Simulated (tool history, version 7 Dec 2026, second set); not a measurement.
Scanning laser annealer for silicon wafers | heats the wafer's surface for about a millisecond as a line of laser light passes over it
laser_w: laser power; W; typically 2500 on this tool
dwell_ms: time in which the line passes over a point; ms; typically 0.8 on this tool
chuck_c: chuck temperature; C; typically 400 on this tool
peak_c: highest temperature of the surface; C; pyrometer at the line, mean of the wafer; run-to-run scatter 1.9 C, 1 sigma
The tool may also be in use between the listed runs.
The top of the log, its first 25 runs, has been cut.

run    hour  laser_w  dwell_ms  chuck_c  peak_c
 26   682.9     2153       0.8      421    1079
 27   707.4     2500     0.989      395    1261
 28   742.5     2414     0.665      383    1051
 29   757.6     2500       0.8      426    1190
 30   779.8     2443     0.904      391    1186
 31   807.9     2436       0.8      406    1152
 32   836.1     2594      0.68      380    1102
 33   863.7     2528       0.8      400    1172
 34   895.7     2500       0.8      437    1194
 35   919.8     2326     0.638      411    1031
 36     955     2483       0.8      400    1156
 37   969.4     2498       0.8      400    1151
 38  1003.2     2498       0.8      400    1156
 39  1030.1     2260     0.869      434    1148
 40  1049.4     2260     0.941      439    1182
 41  1063.6     2578     0.917      416    1256

Alternative continuations, all from the tool just after run 41; predict every row:
  A  1081     2325      0.65      404       ?
  B  1081     2463      0.67      425       ?
  C  1081     2502     0.576      395       ?

run  peak_c
  A    1029
  B    1099
  C    1024
With no hidden state in the tool, these same runs would have given:
run  peak_c
  A    1049
  B    1121
  C    1044
